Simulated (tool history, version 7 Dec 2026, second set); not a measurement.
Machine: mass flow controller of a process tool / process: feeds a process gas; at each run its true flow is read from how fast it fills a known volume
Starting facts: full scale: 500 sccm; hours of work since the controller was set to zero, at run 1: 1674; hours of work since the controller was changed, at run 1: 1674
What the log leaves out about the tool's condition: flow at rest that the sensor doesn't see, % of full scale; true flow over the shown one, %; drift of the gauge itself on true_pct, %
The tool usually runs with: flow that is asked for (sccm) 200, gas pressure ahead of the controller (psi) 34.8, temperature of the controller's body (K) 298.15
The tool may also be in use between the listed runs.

run	hour	flow that is asked for (sccm)	gas pressure ahead of the controller (psi)	temperature of the controller's body (K)	hours of work since the controller was set to zero	hours of work since the controller was changed	true flow (%)
1	0	200	34.8	298.15	1674	1674	98.86
2	111	200	34.8	298.15	1740	1740	98.86
3	208.8	200	34.8	298.15	1798	1798	98.77
4	273	200	34.8	298.15	1836	1836	98.84
5	331.5	200	34.8	298.15	1871	1871	98.95
6	435.4	200	34.8	298.15	1932	1932	99.06
7	512.8	79	34.8	298.15	1978	1978	98.9
8	588.6	79	34.8	298.15	2023	2023	99.05
9	637.1	106	23.5	293.15	2052	2052	99.09
10	687.8	106	23.5	293.15	2082	2082	98.98
# hour 693.2: controller's zero set anew
11	748.5	106	23.5	293.15	33	2118	99.24
12	812	106	23.5	293.15	70	2155	99.21
13	873.1	106	23.5	293.15	107	2192	99.47
14	964.5	232	37.3	301.15	161	2246	99.14
15	1040.4	232	37.3	301.15	206	2291	98.95

5 ways to go on from here, each from the tool as it stands after run 15. What would each give?
A	1086.4	151	25.5	298.15	233	2318	?
B	1086.4	55	37.3	301.15	233	2318	?
C	1086.4	232	37.3	302.15	233	2318	?
D	1086.4	177	35.2	301.15	233	2318	?
E	1086.4	232	22.8	296.15	233	2318	?

run	true flow (%)
A	99.04
B	99.45
C	98.96
D	98.69
E	99.16
Without the tool's unlogged condition, the same runs would have read:
run	true flow (%)
A	98.52
B	97.81
C	98.65
D	98.26
E	98.86
